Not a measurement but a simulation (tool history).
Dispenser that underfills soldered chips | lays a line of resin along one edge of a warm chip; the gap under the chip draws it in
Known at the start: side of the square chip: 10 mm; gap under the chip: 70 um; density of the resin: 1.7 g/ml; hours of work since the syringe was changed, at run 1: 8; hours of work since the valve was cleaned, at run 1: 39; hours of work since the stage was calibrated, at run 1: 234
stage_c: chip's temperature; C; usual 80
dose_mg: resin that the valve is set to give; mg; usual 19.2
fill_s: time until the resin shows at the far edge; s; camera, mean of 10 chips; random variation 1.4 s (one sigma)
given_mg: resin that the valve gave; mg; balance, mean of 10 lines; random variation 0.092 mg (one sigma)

| run | hour | stage_c | dose_mg | hours of work since the syringe was changed | hours of work since the valve was cleaned | hours of work since the stage was calibrated | fill_s | given_mg |
|---|---|---|---|---|---|---|---|---|
| 1 | 0 | 80 | 19.2 | 8 | 39 | 234 | 233.5 | 18.47 |
|  | 5.8 | new syringe of resin |
| 2 | 6.6 | 80 | 18.2 | 1 | 44 | 238 | 136.3 | 17.52 |
| 3 | 12 | 80 | 19.2 | 4 | 47 | 241 | 175.4 | 18.48 |
| 4 | 22.4 | 80 | 19.2 | 11 | 54 | 248 | 286.4 | 18.21 |
|  | 23.7 | new syringe of resin |
| 5 | 31.3 | 80 | 19.2 | 5 | 60 | 254 | 186.4 | 18.2 |
| 6 | 39.7 | 82 | 19.3 | 11 | 65 | 259 | 265 | 18.01 |
|  | 41.7 | new syringe of resin |
| 7 | 51.4 | 82 | 19.3 | 6 | 73 | 267 | 194.8 | 17.94 |

Run 8 comes next. What will it give?
| 8 | 58.1 | 82 | 19.3 | 11 | 77 | 271 | ? | ? |

{"run 8": {"fill_s": 264.4, "given_mg": 17.97}}
Without the tool's hidden state the same run would have given fill_s 123.6 s, given_mg 19.31 mg.
